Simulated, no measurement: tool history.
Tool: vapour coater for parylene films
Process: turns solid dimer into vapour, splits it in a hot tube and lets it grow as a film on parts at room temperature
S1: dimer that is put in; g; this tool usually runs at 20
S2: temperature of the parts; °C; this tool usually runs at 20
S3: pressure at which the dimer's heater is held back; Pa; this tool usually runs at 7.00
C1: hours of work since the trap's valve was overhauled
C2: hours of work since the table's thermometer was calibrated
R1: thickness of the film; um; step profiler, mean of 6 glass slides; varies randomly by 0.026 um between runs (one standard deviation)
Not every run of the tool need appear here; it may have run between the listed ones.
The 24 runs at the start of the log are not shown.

run   hour  S1  S2     S3   C1    C2    R1
 25  498.0  19  28  11.00  245   987  1.96
 26  516.6  19  28  11.00  257   999  1.95
 27  530.1  20  13   4.02  266  1008  4.18
 28  552.0  31  32   5.81  281  1023  2.90
 29  568.3  31  32   5.81  292  1034  2.86
 30  582.7  13  12   8.49  301  1043  2.59
 31  597.0  20  20   6.99  311  1053  2.93
 32  613.9  16  16   2.63  322  1064  3.02
 33  634.5  14  15   2.56  336  1078  2.74
 34  651.0  24  15   2.56  347  1089  4.78
 35  677.6  24  22   6.48  364  1107  3.27

Branching from run 35: 5 alternative next runs. What would each branch give?
  A  700.0  16  20  7.00  379  1122   ?
  B  700.0  12  29  7.22  379  1122   ?
  C  700.0  24  17  9.28  379  1122   ?
  D  700.0  20  17  7.00  379  1122   ?
  E  700.0  13  22  4.82  379  1122   ?

run    R1
  A  2.33
  B  1.21
  C  3.82
  D  3.28
  E  1.82
Take away the tool's hidden state, keep each run's random variation, and the runs would have read:
run    R1
  A  2.55
  B  1.33
  C  4.18
  D  3.59
  E  1.99
